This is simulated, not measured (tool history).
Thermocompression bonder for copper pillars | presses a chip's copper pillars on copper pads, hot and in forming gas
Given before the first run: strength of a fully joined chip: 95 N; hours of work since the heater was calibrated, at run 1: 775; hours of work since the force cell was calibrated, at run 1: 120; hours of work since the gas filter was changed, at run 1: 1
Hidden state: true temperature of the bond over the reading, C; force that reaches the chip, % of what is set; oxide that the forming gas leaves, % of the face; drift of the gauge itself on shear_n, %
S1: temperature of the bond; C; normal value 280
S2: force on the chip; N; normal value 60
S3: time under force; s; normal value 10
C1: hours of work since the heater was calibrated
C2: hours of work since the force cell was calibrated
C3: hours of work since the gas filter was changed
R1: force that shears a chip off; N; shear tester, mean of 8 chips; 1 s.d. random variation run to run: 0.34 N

| run | hour | S1 | S2 | S3 | C1 | C2 | C3 | R1 |
|---|---|---|---|---|---|---|---|---|
| 1 | 0.0 | 280 | 60 | 10 | 775 | 120 | 1 | 47.1 |
| 2 | 6.4 | 305 | 60 | 10 | 779 | 124 | 5 | 62.0 |
| 3 | 15.3 | 280 | 41 | 10 | 784 | 129 | 10 | 37.3 |
| 4 | 26.0 | 280 | 41 | 10 | 790 | 135 | 16 | 37.5 |
| 5 | 31.7 | 280 | 41 | 10 | 794 | 138 | 20 | 37.3 |
| 6 | 41.7 | 280 | 60 | 10 | 799 | 144 | 25 | 47.4 |
| 7 | 51.7 | 280 | 60 | 10 | 805 | 150 | 31 | 47.4 |
| 8 | 62.5 | 280 | 60 | 10 | 811 | 156 | 37 | 46.8 |
| 9 | 67.6 | 280 | 60 | 10 | 814 | 159 | 40 | 46.7 |
| 10 | 75.5 | 280 | 60 | 10 | 819 | 164 | 45 | 46.8 |
| 11 | 86.4 | 280 | 60 | 10 | 825 | 170 | 51 | 46.4 |
| 12 | 96.0 | 250 | 60 | 8 | 831 | 175 | 57 | 27.2 |
| 13 | 104.6 | 286 | 60 | 8 | 836 | 180 | 62 | 46.0 |
| 14 | 114.0 | 286 | 60 | 7 | 841 | 186 | 67 | 44.4 |
| 15 | 121.1 | 287 | 68 | 11 | 845 | 190 | 71 | 55.2 |
| 16 | 129.6 | 262 | 77 | 5 | 850 | 195 | 76 | 32.5 |
| 17 | 141.4 | 262 | 77 | 5 | 857 | 202 | 83 | 32.2 |
| 18 | 150.3 | 285 | 54 | 16 | 862 | 207 | 88 | 54.1 |

Here are 3 independent what-if runs from the current tool condition. What would each one return?
|  | 153.0 | heater calibrated with a thermocouple chip |
| A | 158.0 | 259 | 42 | 8 | 3 | 210 | 91 | ? |
|  | 153.0 | heater calibrated with a thermocouple chip |
| B | 158.0 | 285 | 54 | 24 | 3 | 210 | 91 | ? |
|  | 153.0 | heater calibrated with a thermocouple chip |
| C | 158.0 | 285 | 83 | 11 | 3 | 210 | 91 | ? |

| run | R1 |
|---|---|
| A | 19.1 |
| B | 51.3 |
| C | 50.4 |
Without the tool's hidden state the same runs would have given:
| run | R1 |
|---|---|
| A | 20.2 |
| B | 53.9 |
| C | 52.9 |
